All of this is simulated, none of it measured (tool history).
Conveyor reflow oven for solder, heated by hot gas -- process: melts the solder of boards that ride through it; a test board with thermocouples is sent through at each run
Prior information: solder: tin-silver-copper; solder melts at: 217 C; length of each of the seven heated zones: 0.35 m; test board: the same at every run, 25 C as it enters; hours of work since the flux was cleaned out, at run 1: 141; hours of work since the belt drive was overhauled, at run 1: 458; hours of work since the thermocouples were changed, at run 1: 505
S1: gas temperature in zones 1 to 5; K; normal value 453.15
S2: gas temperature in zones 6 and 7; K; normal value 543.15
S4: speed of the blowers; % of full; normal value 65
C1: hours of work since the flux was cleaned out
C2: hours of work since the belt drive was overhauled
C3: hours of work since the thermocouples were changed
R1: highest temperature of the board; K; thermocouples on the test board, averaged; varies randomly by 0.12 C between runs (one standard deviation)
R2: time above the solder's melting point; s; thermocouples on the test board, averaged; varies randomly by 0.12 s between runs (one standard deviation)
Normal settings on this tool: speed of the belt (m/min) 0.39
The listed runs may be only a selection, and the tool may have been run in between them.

run 1 day=0 | S1=453.15 S2=543.15 speed_of_the_belt_(m/min)=0.39 S4=65 | C1=141 C2=458 C3=505 | R1=527.65 R2=86.2
run 2 day=1.304 | S1=453.15 S2=543.15 speed_of_the_belt_(m/min)=0.39 S4=65 | C1=157 C2=474 C3=522 | R1=527.55 R2=86.2
run 3 day=2.929 | S1=453.15 S2=543.15 speed_of_the_belt_(m/min)=0.39 S4=65 | C1=177 C2=494 C3=542 | R1=527.45 R2=85.9
run 4 day=3.971 | S1=453.15 S2=543.15 speed_of_the_belt_(m/min)=0.39 S4=65 | C1=190 C2=507 C3=555 | R1=527.15 R2=86
run 5 day=5.146 | S1=440.15 S2=543.15 speed_of_the_belt_(m/min)=0.39 S4=65 | C1=205 C2=521 C3=569 | R1=524.85 R2=77
run 6 day=6.008 | S1=440.15 S2=543.15 speed_of_the_belt_(m/min)=0.39 S4=65 | C1=215 C2=532 C3=580 | R1=524.85 R2=77
run 7 day=7.908 | S1=440.15 S2=543.15 speed_of_the_belt_(m/min)=0.39 S4=65 | C1=239 C2=556 C3=603 | R1=524.85 R2=76.5
run 8 day=9.462 | S1=463.15 S2=542.15 speed_of_the_belt_(m/min)=0.324 S4=52 | C1=258 C2=575 C3=623 | R1=529.75 R2=114.2
run 9 day=10.646 | S1=463.15 S2=542.15 speed_of_the_belt_(m/min)=0.324 S4=52 | C1=273 C2=589 C3=637 | R1=529.85 R2=114.6
-- day=10.954 flux residue cleaned out of gas plates and filters
run 10 day=12.85 | S1=463.15 S2=553.15 speed_of_the_belt_(m/min)=0.428 S4=52 | C1=23 C2=614 C3=662 | R1=530.55 R2=84.4
run 11 day=13.771 | S1=463.15 S2=553.15 speed_of_the_belt_(m/min)=0.428 S4=52 | C1=35 C2=626 C3=673 | R1=530.25 R2=84.1
run 12 day=15.475 | S1=463.15 S2=553.15 speed_of_the_belt_(m/min)=0.428 S4=52 | C1=56 C2=647 C3=694 | R1=530.45 R2=84.1
run 13 day=16.425 | S1=439.15 S2=543.15 speed_of_the_belt_(m/min)=0.322 S4=81 | C1=68 C2=658 C3=706 | R1=532.75 R2=104.9
run 14 day=17.346 | S1=453.15 S2=551.15 speed_of_the_belt_(m/min)=0.39 S4=65 | C1=79 C2=670 C3=718 | R1=533.45 R2=91.2

Below are 5 alternative next runs, each starting from the tool's condition after run 14. Predict each:
run A day=18.371 | S1=453.15 S2=543.15 speed_of_the_belt_(m/min)=0.32 S4=63 | C1=92 C2=682 C3=730 | R1=? R2=?
run B day=18.371 | S1=454.15 S2=543.15 speed_of_the_belt_(m/min)=0.39 S4=65 | C1=92 C2=682 C3=730 | R1=? R2=?
run C day=18.371 | S1=452.15 S2=543.15 speed_of_the_belt_(m/min)=0.337 S4=65 | C1=92 C2=682 C3=730 | R1=? R2=?
run D day=18.371 | S1=450.15 S2=551.15 speed_of_the_belt_(m/min)=0.445 S4=83 | C1=92 C2=682 C3=730 | R1=? R2=?
run E day=18.371 | S1=468.15 S2=551.15 speed_of_the_belt_(m/min)=0.39 S4=65 | C1=92 C2=682 C3=730 | R1=? R2=?

run=A R1=531.35 R2=111.3
run=B R1=526.55 R2=85.5
run=C R1=530.05 R2=103.5
run=D R1=532.35 R2=77.1
run=E R1=536.05 R2=101.7
The same runs, with their run-to-run variation unchanged, on a tool lacking any hidden condition would have given:
run=A R1=533.05 R2=112.3
run=B R1=528.45 R2=87.1
run=C R1=531.85 R2=104.7
run=D R1=534.75 R2=78.6
run=E R1=537.85 R2=102.3

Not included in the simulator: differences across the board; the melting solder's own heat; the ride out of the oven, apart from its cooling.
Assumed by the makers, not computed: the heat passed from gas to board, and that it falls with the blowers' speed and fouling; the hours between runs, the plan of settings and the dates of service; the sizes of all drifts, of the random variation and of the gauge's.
